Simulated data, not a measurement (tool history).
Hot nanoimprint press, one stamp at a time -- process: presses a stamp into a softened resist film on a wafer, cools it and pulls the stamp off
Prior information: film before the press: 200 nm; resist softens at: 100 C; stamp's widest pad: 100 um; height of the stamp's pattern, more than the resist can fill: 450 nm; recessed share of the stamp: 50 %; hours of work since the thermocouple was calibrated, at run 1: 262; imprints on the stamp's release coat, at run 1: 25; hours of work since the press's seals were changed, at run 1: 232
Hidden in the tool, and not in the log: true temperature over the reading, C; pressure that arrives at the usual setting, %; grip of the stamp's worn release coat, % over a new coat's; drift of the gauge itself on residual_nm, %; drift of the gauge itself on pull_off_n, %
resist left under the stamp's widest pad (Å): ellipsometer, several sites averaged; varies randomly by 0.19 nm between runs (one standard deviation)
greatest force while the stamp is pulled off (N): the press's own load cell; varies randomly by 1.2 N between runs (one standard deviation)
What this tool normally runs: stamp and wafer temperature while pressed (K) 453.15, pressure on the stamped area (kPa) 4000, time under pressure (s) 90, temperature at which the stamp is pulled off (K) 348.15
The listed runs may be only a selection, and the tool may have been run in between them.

run     day  stamp and wafer temperature while pressed (K)  pressure on the stamped area (kPa)  time under pressure (s)  temperature at which the stamp is pulled off (K)  hours of work since the thermocouple was calibrated  imprints on the stamp's release coat  hours of work since the press's seals were changed  resist left under the stamp's widest pad (Å)  greatest force while the stamp is pulled off (N)
  1   0.000                                         453.15                                4000                       90                                            348.15                                                  262                                    25                                                 232                                           820                                               123
      1.529  -- plate thermocouple calibrated
  2   1.542                                         453.15                                4000                       90                                            348.15                                                    0                                   141                                                 250                                           832                                               121
  3   2.588                                         453.15                                4000                       90                                            348.15                                                   14                                   226                                                 264                                           833                                               124
  4   3.296                                         453.15                                4000                       90                                            348.15                                                   23                                   284                                                 273                                           833                                               125
  5   4.058                                         446.15                                4000                       90                                            348.15                                                   33                                   347                                                 283                                          1121                                               125
  6   4.812                                         446.15                                4000                       90                                            348.15                                                   43                                   409                                                 293                                          1120                                               125
  7   5.929                                         453.15                                2960                       90                                            348.15                                                   58                                   500                                                 308                                           950                                               127
  8   7.008                                         453.15                                2960                       90                                            348.15                                                   72                                   589                                                 322                                           950                                               127
      8.058  -- plate thermocouple calibrated, once more
  9   8.104                                         453.15                                2960                       90                                            348.15                                                    1                                   668                                                 335                                           910                                               126
 10   8.983                                         453.15                                5990                       90                                            348.15                                                   12                                   741                                                 347                                           672                                               129
 11   9.871                                         453.15                                4000                       90                                            348.15                                                   24                                   813                                                 358                                           802                                               131
 12  11.042                                         453.15                                4000                       90                                            348.15                                                   39                                   909                                                 374                                           801                                               132
 13  12.233                                         453.15                                4000                       90                                            348.15                                                   55                                  1007                                                 389                                           808                                               129
 14  13.067                                         453.15                                4000                       90                                            348.15                                                   66                                  1075                                                 400                                           804                                               133
 15  14.425                                         450.15                                4290                      100                                            337.15                                                   84                                  1186                                                 418                                           858                                               174
     15.212  -- stamp cleaned and given a new release coat
 16  16.188                                         461.15                                5770                       75                                            337.15                                                  104                                    80                                                 438                                           524                                               155
 17  17.000                                         462.15                                5770                       75                                            339.15                                                  114                                   147                                                 449                                           503                                               151
 18  17.679                                         462.15                                5770                       68                                            339.15                                                  123                                   203                                                 458                                           527                                               149
 19  18.538                                         462.15                                5770                       68                                            339.15                                                  135                                   273                                                 469                                           529                                               148
 20  20.025                                         464.15                                4000                       90                                            348.15                                                  154                                   395                                                 489                                           508                                               124
 21  20.821                                         453.15                                4000                       90                                            354.15                                                  165                                   460                                                 499                                           817                                               105
 22  21.917                                         453.15                                4000                       56                                            354.15                                                  179                                   550                                                 514                                           987                                               106
 23  23.229                                         441.15                                4000                      103                                            344.15                                                  196                                   657                                                 531                                          1277                                               142
 24  23.962                                         441.15                                4000                      103                                            344.15                                                  206                                   718                                                 541                                          1276                                               142
 25  24.779                                         448.15                                4310                       90                                            348.15                                                  217                                   785                                                 551                                           988                                               129
 26  26.162                                         450.15                                2830                      125                                            340.15                                                  235                                   898                                                 569                                           946                                               159
 27  27.588                                         444.15                                3050                       94                                            339.15                                                  254                                  1015                                                 588                                          1288                                               165
 28  28.883                                         453.15                                4000                       90                                            345.15                                                  271                                  1121                                                 605                                           831                                               143

Each row is a separate what-if for the run after 28, all from the same tool condition, not one after another. Results?
     29.725  -- plate thermocouple calibrated
     30.150  -- press's hydraulic seals changed and the load cell set to zero
  A  30.196                                         453.15                                3330                       90                                            348.15                                                    2                                  1191                                                   1                                             ?                                                 ?
     29.725  -- plate thermocouple calibrated
     30.150  -- press's hydraulic seals changed and the load cell set to zero
  B  30.196                                         453.15                                4000                       91                                            333.15                                                    2                                  1191                                                   1                                             ?                                                 ?
     29.725  -- plate thermocouple calibrated
     30.150  -- press's hydraulic seals changed and the load cell set to zero
  C  30.196                                         453.15                                4000                       90                                            352.15                                                    2                                  1191                                                   1                                             ?                                                 ?
     29.725  -- plate thermocouple calibrated
     30.150  -- press's hydraulic seals changed and the load cell set to zero
  D  30.196                                         453.15                                3190                      179                                            337.15                                                    2                                  1191                                                   1                                             ?                                                 ?

run  resist left under the stamp's widest pad (Å)  greatest force while the stamp is pulled off (N)
  A                                           857                                               133
  B                                           791                                               185
  C                                           792                                               121
  D                                           654                                               173
Without the tool's hidden state the same runs would have given:
run  resist left under the stamp's widest pad (Å)  greatest force while the stamp is pulled off (N)
  A                                           854                                               117
  B                                           788                                               163
  C                                           789                                               106
  D                                           651                                               152
